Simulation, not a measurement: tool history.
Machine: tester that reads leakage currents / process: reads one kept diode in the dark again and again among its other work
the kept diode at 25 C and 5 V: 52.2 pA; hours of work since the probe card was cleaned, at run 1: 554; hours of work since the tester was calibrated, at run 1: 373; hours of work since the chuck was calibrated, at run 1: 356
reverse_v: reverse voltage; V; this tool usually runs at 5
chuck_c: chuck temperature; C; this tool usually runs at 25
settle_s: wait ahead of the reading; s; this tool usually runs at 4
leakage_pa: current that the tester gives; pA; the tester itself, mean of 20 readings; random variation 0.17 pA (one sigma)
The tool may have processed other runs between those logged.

run    hour  reverse_v  chuck_c  settle_s  hours of work since the probe card was cleaned  hours of work since the tester was calibrated  hours of work since the chuck was calibrated  leakage_pa
  1       0          5       25         4                                             554                                            373                                           356       50.34
  2     164          5       25         4                                             628                                            447                                           430       49.97
  3   323.2          5       25      5.83                                             700                                            519                                           502        49.6
  4   472.3          5       25         4                                             767                                            586                                           570       49.52
  5   582.5          5       25         4                                             817                                            636                                           619       49.69
  6   744.2       5.51       25         4                                             890                                            709                                           692       51.18
  7   835.2          5       25         4                                             931                                            750                                           734       49.32
  8   925.7          5       22         4                                             972                                            791                                           774       37.21
  9  1059.2          5       25         4                                            1032                                            851                                           835       49.05
 10  1141.4          5       25         4                                            1069                                            888                                           872       48.95
 11  1289.6          5       25         4                                            1136                                            955                                           939       48.44
 12  1397.1          5       25      1.35                                            1185                                           1004                                           987       48.91
 13    1524          5       25      1.35                                            1242                                           1061                                          1044       49.19
 14  1669.5          5       25      1.35                                            1308                                           1127                                          1110       48.94
 15  1762.8          5       25         4                                            1350                                           1169                                          1152       47.91
 16  1895.9          5       25         4                                            1410                                           1229                                          1212       47.76
 17    2017          5       25         4                                            1465                                           1284                                          1267       47.85
 18  2119.7       8.43       25         4                                            1511                                           1330                                          1313       58.76
 19  2239.9       8.43       25         4                                            1565                                           1384                                          1368       58.86
 20  2396.5       8.43       25         4                                            1636                                           1455                                          1438       58.63
 21  2469.6       8.43       25         4                                            1669                                           1488                                          1471       58.59
 22  2579.9       3.47       48         4                                            1719                                           1538                                          1521      313.19
 23    2677       9.14       22      1.85                                            1763                                           1582                                          1565       46.67
 24  2832.6       3.46       22      0.57                                            1833                                           1652                                          1635       31.74
     2903.1  -- probe card cleaned and baked
 25  2999.7       1.44       26         4                                              44                                           1726                                          1709       30.35
 26  3137.4       2.62       25      1.18                                             106                                           1788                                          1772       34.94
 27  3247.2       2.62       25      1.18                                             155                                           1838                                          1821       34.75
 28  3384.6       2.62       38      5.81                                             217                                           1900                                          1883       113.6
 29  3506.1          5       32         4                                             272                                           1955                                          1938       84.56
     3656.9  -- tester calibrated
 30  3660.4          5       32      0.42                                             341                                              2                                          2007       89.17
 31  3751.9          5       32      0.42                                             382                                             43                                          2048       88.84
     3818.5  -- chuck's temperature calibrated
 32  3857.5       4.36       27      0.42                                             429                                             90                                            18       63.22
 33  3982.2       4.36       28      0.32                                             485                                            146                                            74       70.31
 34  4089.5          5       38      1.39                                             534                                            194                                           122      173.04

What does the tool deliver on the next run?
 35  4190.4          5       43      1.97                                             579                                            240                                           168           ?

Run 35 produced leakage_pa 265.91 pA.
Were there no unlogged condition in the tool, this run, its random variation unchanged, would have produced leakage_pa 269.24 pA.

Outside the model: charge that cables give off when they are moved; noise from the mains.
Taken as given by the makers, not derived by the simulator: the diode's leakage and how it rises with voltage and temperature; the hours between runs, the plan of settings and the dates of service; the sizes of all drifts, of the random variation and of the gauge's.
